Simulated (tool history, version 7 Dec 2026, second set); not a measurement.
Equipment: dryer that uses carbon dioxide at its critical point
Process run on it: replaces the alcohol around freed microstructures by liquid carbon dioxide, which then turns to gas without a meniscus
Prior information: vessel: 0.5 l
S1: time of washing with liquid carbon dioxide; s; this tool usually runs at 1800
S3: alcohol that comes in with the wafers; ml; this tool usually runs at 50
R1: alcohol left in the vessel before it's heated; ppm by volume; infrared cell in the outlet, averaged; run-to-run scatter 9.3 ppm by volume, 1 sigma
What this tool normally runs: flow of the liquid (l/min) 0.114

{"run": 1, "hour": 0.0, "S1": 1800, "flow of the liquid (l/min)": 0.114, "S3": 50, "R1": 741}
{"run": 2, "hour": 27.8, "S1": 1800, "flow of the liquid (l/min)": 0.1, "S3": 50, "R1": 1395}
{"run": 3, "hour": 55.3, "S1": 1800, "flow of the liquid (l/min)": 0.114, "S3": 50, "R1": 767}
{"run": 4, "hour": 96.3, "S1": 1800, "flow of the liquid (l/min)": 0.114, "S3": 50, "R1": 844}
{"run": 5, "hour": 130.3, "S1": 1680, "flow of the liquid (l/min)": 0.114, "S3": 50, "R1": 1173}
{"run": 6, "hour": 170.2, "S1": 1800, "flow of the liquid (l/min)": 0.186, "S3": 50, "R1": 109}
{"hour": 193.4, "done": "inlet filter changed"}
{"run": 7, "hour": 193.4, "S1": 1800, "flow of the liquid (l/min)": 0.186, "S3": 51, "R1": 101}
{"run": 8, "hour": 224.6, "S1": 1800, "flow of the liquid (l/min)": 0.182, "S3": 50, "R1": 115}
{"run": 9, "hour": 264.6, "S1": 1800, "flow of the liquid (l/min)": 0.114, "S3": 50, "R1": 661}
{"run": 10, "hour": 303.6, "S1": 1800, "flow of the liquid (l/min)": 0.114, "S3": 50, "R1": 691}
{"run": 11, "hour": 335.2, "S1": 1800, "flow of the liquid (l/min)": 0.114, "S3": 98, "R1": 1332}
{"run": 12, "hour": 361.4, "S1": 1800, "flow of the liquid (l/min)": 0.09, "S3": 50, "R1": 2046}
{"run": 13, "hour": 380.4, "S1": 1800, "flow of the liquid (l/min)": 0.114, "S3": 50, "R1": 771}
{"run": 14, "hour": 407.6, "S1": 1800, "flow of the liquid (l/min)": 0.114, "S3": 50, "R1": 786}
{"run": 15, "hour": 432.5, "S1": 1800, "flow of the liquid (l/min)": 0.114, "S3": 50, "R1": 800}
{"run": 16, "hour": 472.9, "S1": 1800, "flow of the liquid (l/min)": 0.114, "S3": 50, "R1": 832}
{"run": 17, "hour": 497.8, "S1": 1800, "flow of the liquid (l/min)": 0.114, "S3": 50, "R1": 877}
{"run": 18, "hour": 527.5, "S1": 1800, "flow of the liquid (l/min)": 0.091, "S3": 50, "R1": 2235}
{"run": 19, "hour": 550.5, "S1": 1800, "flow of the liquid (l/min)": 0.091, "S3": 50, "R1": 2260}
{"run": 20, "hour": 579.7, "S1": 1800, "flow of the liquid (l/min)": 0.091, "S3": 66, "R1": 3145}
{"hour": 605.4, "done": "inlet filter changed"}
{"run": 21, "hour": 616.0, "S1": 2160, "flow of the liquid (l/min)": 0.114, "S3": 24, "R1": 242}
{"run": 22, "hour": 636.9, "S1": 2160, "flow of the liquid (l/min)": 0.1, "S3": 21, "R1": 338}
{"run": 23, "hour": 661.0, "S1": 2160, "flow of the liquid (l/min)": 0.1, "S3": 119, "R1": 1202}
{"run": 24, "hour": 682.3, "S1": 2160, "flow of the liquid (l/min)": 0.169, "S3": 27, "R1": 176}
{"run": 25, "hour": 701.6, "S1": 1800, "flow of the liquid (l/min)": 0.114, "S3": 111, "R1": 1506}
{"run": 26, "hour": 740.3, "S1": 1800, "flow of the liquid (l/min)": 0.114, "S3": 111, "R1": 1485}
{"run": 27, "hour": 762.8, "S1": 1200, "flow of the liquid (l/min)": 0.111, "S3": 111, "R1": 8455}
{"run": 28, "hour": 787.9, "S1": 1800, "flow of the liquid (l/min)": 0.167, "S3": 95, "R1": 279}
{"run": 29, "hour": 823.3, "S1": 1800, "flow of the liquid (l/min)": 0.167, "S3": 95, "R1": 289}
{"hour": 835.9, "done": "purifier's bed changed"}
{"run": 30, "hour": 848.7, "S1": 1680, "flow of the liquid (l/min)": 0.17, "S3": 83, "R1": 146}
{"run": 31, "hour": 877.0, "S1": 1680, "flow of the liquid (l/min)": 0.17, "S3": 83, "R1": 157}
{"run": 32, "hour": 915.5, "S1": 1260, "flow of the liquid (l/min)": 0.184, "S3": 46, "R1": 343}
{"run": 33, "hour": 940.9, "S1": 1260, "flow of the liquid (l/min)": 0.184, "S3": 46, "R1": 344}
{"run": 34, "hour": 958.3, "S1": 1260, "flow of the liquid (l/min)": 0.184, "S3": 46, "R1": 358}
{"run": 35, "hour": 984.1, "S1": 1260, "flow of the liquid (l/min)": 0.193, "S3": 100, "R1": 594}
{"hour": 1019.3, "done": "inlet filter changed"}
{"run": 36, "hour": 1024.5, "S1": 2040, "flow of the liquid (l/min)": 0.091, "S3": 51, "R1": 963}
{"run": 37, "hour": 1044.6, "S1": 1800, "flow of the liquid (l/min)": 0.072, "S3": 25, "R1": 2078}
{"run": 38, "hour": 1083.5, "S1": 1800, "flow of the liquid (l/min)": 0.126, "S3": 50, "R1": 364}
{"run": 39, "hour": 1105.2, "S1": 1800, "flow of the liquid (l/min)": 0.094, "S3": 50, "R1": 1546}
{"run": 40, "hour": 1137.2, "S1": 2400, "flow of the liquid (l/min)": 0.079, "S3": 50, "R1": 1047}

Each row is a separate what-if for the run after 40, all from the same tool condition, not one after another. Results?
{"run": "A", "hour": 1174.0, "S1": 1140, "flow of the liquid (l/min)": 0.186, "S3": 50, "R1": "?"}
{"run": "B", "hour": 1174.0, "S1": 1920, "flow of the liquid (l/min)": 0.114, "S3": 50, "R1": "?"}
{"run": "C", "hour": 1174.0, "S1": 1980, "flow of the liquid (l/min)": 0.079, "S3": 50, "R1": "?"}
{"run": "D", "hour": 1174.0, "S1": 1200, "flow of the liquid (l/min)": 0.079, "S3": 50, "R1": "?"}
{"run": "E", "hour": 1174.0, "S1": 1140, "flow of the liquid (l/min)": 0.114, "S3": 25, "R1": "?"}

run=A R1=519
run=B R1=500
run=C R1=2342
run=D R1=10341
run=E R1=2056
Take away the tool's hidden state, keep each run's random variation, and the runs would have read:
run=A R1=383
run=B R1=365
run=C R1=1981
run=D R1=9423
run=E R1=1773
